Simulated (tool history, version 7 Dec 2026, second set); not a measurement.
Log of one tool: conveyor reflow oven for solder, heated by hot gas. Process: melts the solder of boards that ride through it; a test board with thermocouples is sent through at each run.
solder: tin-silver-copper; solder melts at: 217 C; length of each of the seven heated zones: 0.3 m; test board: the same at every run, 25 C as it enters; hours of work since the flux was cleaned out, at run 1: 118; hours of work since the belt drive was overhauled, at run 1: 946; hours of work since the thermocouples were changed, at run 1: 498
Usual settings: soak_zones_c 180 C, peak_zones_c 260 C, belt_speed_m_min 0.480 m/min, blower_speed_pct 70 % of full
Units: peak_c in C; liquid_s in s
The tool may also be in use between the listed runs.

run	hour	soak_zones_c	peak_zones_c	belt_speed_m_min	blower_speed_pct	hours of work since the flux was cleaned out	hours of work since the belt drive was overhauled	hours of work since the thermocouples were changed	peak_c	liquid_s
1	0.0	180	260	0.480	70	118	946	498	249.5	58.8
2	31.3	180	260	0.480	70	137	966	518	249.2	58.7
3	65.2	180	260	0.480	70	158	987	539	249.3	58.6
4	114.2	180	260	0.480	70	189	1017	569	249.4	59.0
5	141.4	180	260	0.480	70	205	1034	586	249.1	58.1
6	172.0	180	260	0.480	70	224	1052	605	249.4	58.4
7	219.1	180	260	0.480	70	253	1082	634	249.2	58.8
8	259.2	180	260	0.480	55	278	1106	658	246.2	55.4
9	313.4	180	273	0.480	70	311	1140	692	260.5	65.6
10	346.3	180	260	0.480	70	332	1160	712	248.8	58.6
# hour 379.9: flux residue cleaned out of gas plates and filters
11	402.4	180	260	0.480	70	14	1192	744	250.6	60.3
12	452.1	180	260	0.480	70	45	1222	774	250.5	60.2
13	475.9	180	260	0.480	70	59	1237	789	250.1	60.0
14	510.1	180	260	0.480	70	80	1258	810	250.6	60.3
15	561.4	180	260	0.480	70	112	1290	842	250.4	60.5
16	609.8	180	269	0.480	59	142	1320	872	256.4	63.6
17	641.5	189	259	0.381	59	161	1339	891	254.0	84.6
18	667.2	189	259	0.381	59	177	1355	907	253.6	84.9
19	719.6	189	259	0.381	59	210	1387	939	253.8	85.0
20	743.0	175	260	0.480	70	224	1402	954	249.3	57.3
21	790.3	176	250	0.514	62	253	1431	983	237.7	42.1
22	820.7	180	260	0.550	72	272	1450	1002	246.6	48.4
23	853.9	179	259	0.444	52	292	1470	1022	248.1	61.9
24	898.3	179	259	0.444	52	320	1498	1050	247.8	61.8
# hour 950.5: flux residue cleaned out of gas plates and filters
25	957.4	178	252	0.414	81	4	1531	1083	248.5	70.4
# hour 986.9: thermocouples of zones 6 and 7 changed
26	996.8	181	252	0.414	73	27	1554	6	245.2	68.7
27	1043.8	180	260	0.413	51	56	1583	35	249.3	69.5
28	1089.2	180	260	0.413	51	84	1611	63	249.3	69.9
29	1144.3	179	258	0.381	60	118	1645	97	250.7	78.3
30	1170.4	179	258	0.381	60	134	1661	113	250.6	77.7

3 ways to go on from here, each from the tool as it stands after run 30. What would each give?
A	1220.6	181	258	0.412	60	165	1692	144	?	?
B	1220.6	180	270	0.445	60	165	1692	144	?	?
C	1220.6	186	260	0.480	70	165	1692	144	?	?

run	peak_c	liquid_s
A	249.3	71.2
B	257.9	71.0
C	249.6	63.0
Without the tool's hidden state the same runs would have given:
run	peak_c	liquid_s
A	248.9	67.3
B	257.4	67.2
C	249.3	59.7
